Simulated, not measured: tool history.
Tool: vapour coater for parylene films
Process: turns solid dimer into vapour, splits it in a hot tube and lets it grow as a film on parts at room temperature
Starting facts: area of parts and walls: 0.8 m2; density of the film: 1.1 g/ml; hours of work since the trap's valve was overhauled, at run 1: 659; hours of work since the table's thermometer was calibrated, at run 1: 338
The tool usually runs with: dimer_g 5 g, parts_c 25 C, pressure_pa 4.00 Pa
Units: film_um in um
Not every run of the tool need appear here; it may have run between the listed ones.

| run | hour | dimer_g | parts_c | pressure_pa | hours of work since the trap's valve was overhauled | hours of work since the table's thermometer was calibrated | film_um |
|---|---|---|---|---|---|---|---|
| 1 | 0.0 | 5 | 25 | 4.00 | 659 | 338 | 2.596 |
| 2 | 36.9 | 5 | 25 | 4.00 | 677 | 357 | 2.615 |
|  | 63.3 | trap's valve overhauled |
| 3 | 120.3 | 5 | 25 | 4.00 | 28 | 396 | 2.741 |
| 4 | 187.7 | 5 | 25 | 4.00 | 62 | 430 | 2.746 |
| 5 | 229.6 | 5 | 25 | 4.00 | 83 | 451 | 2.730 |
| 6 | 299.8 | 5 | 25 | 4.00 | 118 | 486 | 2.722 |
| 7 | 346.8 | 3 | 28 | 2.99 | 142 | 510 | 1.646 |
| 8 | 393.2 | 3 | 28 | 2.99 | 165 | 533 | 1.647 |
| 9 | 482.2 | 5 | 20 | 3.99 | 209 | 577 | 2.955 |
| 10 | 557.6 | 7 | 25 | 8.37 | 247 | 615 | 3.352 |
| 11 | 601.3 | 5 | 32 | 6.66 | 269 | 637 | 2.187 |
| 12 | 665.6 | 7 | 21 | 6.44 | 301 | 669 | 3.697 |

Branching from run 12: 4 alternative next runs. What would each branch give?
| A | 737.0 | 5 | 30 | 8.13 | 337 | 705 | ? |
| B | 737.0 | 2 | 31 | 3.01 | 337 | 705 | ? |
| C | 737.0 | 5 | 21 | 10.10 | 337 | 705 | ? |
| D | 737.0 | 6 | 31 | 4.91 | 337 | 705 | ? |

| run | film_um |
|---|---|
| A | 2.186 |
| B | 1.035 |
| C | 2.447 |
| D | 2.843 |
Had the tool no hidden state, the same runs would have come out as:
| run | film_um |
|---|---|
| A | 2.202 |
| B | 1.043 |
| C | 2.464 |
| D | 2.864 |
